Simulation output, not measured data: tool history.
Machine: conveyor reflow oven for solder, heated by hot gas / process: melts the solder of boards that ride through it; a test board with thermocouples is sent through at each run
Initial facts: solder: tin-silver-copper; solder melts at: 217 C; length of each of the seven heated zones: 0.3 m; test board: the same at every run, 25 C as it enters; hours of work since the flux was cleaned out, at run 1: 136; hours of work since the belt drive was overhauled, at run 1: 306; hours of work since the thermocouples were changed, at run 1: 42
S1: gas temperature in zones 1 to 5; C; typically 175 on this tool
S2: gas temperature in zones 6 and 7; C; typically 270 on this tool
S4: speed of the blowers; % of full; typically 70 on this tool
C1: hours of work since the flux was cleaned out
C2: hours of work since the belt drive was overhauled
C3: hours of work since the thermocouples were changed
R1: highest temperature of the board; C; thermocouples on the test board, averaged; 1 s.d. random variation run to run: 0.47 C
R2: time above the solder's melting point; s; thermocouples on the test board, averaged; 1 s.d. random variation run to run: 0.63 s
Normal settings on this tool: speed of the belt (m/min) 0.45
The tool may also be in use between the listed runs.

{"run": 1, "hour": 0.0, "S1": 175, "S2": 270, "speed of the belt (m/min)": 0.45, "S4": 70, "C1": 136, "C2": 306, "C3": 42, "R1": 254.8, "R2": 61.3}
{"run": 2, "hour": 5.9, "S1": 175, "S2": 270, "speed of the belt (m/min)": 0.45, "S4": 70, "C1": 140, "C2": 309, "C3": 46, "R1": 253.4, "R2": 61.7}
{"run": 3, "hour": 13.9, "S1": 175, "S2": 273, "speed of the belt (m/min)": 0.45, "S4": 70, "C1": 145, "C2": 314, "C3": 51, "R1": 257, "R2": 63.9}
{"run": 4, "hour": 20.3, "S1": 175, "S2": 270, "speed of the belt (m/min)": 0.45, "S4": 70, "C1": 149, "C2": 318, "C3": 54, "R1": 254.4, "R2": 61.7}
{"run": 5, "hour": 26.1, "S1": 175, "S2": 270, "speed of the belt (m/min)": 0.45, "S4": 70, "C1": 152, "C2": 322, "C3": 58, "R1": 253.5, "R2": 61.1}
{"run": 6, "hour": 30.7, "S1": 175, "S2": 270, "speed of the belt (m/min)": 0.45, "S4": 70, "C1": 155, "C2": 324, "C3": 61, "R1": 253.5, "R2": 61.3}
{"run": 7, "hour": 35.5, "S1": 175, "S2": 270, "speed of the belt (m/min)": 0.45, "S4": 70, "C1": 158, "C2": 327, "C3": 64, "R1": 253.5, "R2": 61.7}
{"run": 8, "hour": 39.9, "S1": 175, "S2": 270, "speed of the belt (m/min)": 0.45, "S4": 81, "C1": 160, "C2": 330, "C3": 66, "R1": 255.4, "R2": 63.1}
{"hour": 44.3, "done": "belt drive overhauled, speed set with a stopwatch"}
{"run": 9, "hour": 49.8, "S1": 175, "S2": 270, "speed of the belt (m/min)": 0.45, "S4": 81, "C1": 164, "C2": 3, "C3": 70, "R1": 255.8, "R2": 64.8}
{"run": 10, "hour": 56.9, "S1": 175, "S2": 270, "speed of the belt (m/min)": 0.45, "S4": 81, "C1": 168, "C2": 8, "C3": 74, "R1": 256.3, "R2": 63.9}
{"hour": 66.3, "done": "belt drive overhauled, speed set with a stopwatch, once more"}
{"run": 11, "hour": 69.4, "S1": 175, "S2": 270, "speed of the belt (m/min)": 0.402, "S4": 81, "C1": 173, "C2": 2, "C3": 79, "R1": 258.6, "R2": 73.9}
{"run": 12, "hour": 75.9, "S1": 175, "S2": 270, "speed of the belt (m/min)": 0.402, "S4": 81, "C1": 177, "C2": 6, "C3": 83, "R1": 259.1, "R2": 74}

Predict the results of run 13:
{"run": 13, "hour": 81.3, "S1": 166, "S2": 261, "speed of the belt (m/min)": 0.389, "S4": 70, "C1": 180, "C2": 9, "C3": 86, "R1": "?", "R2": "?"}

{"run 13": {"R1": 248.6, "R2": 64.8}}
Minus the tool's unlogged condition, the same run would have read R1 250.3 C, R2 67.2 s.
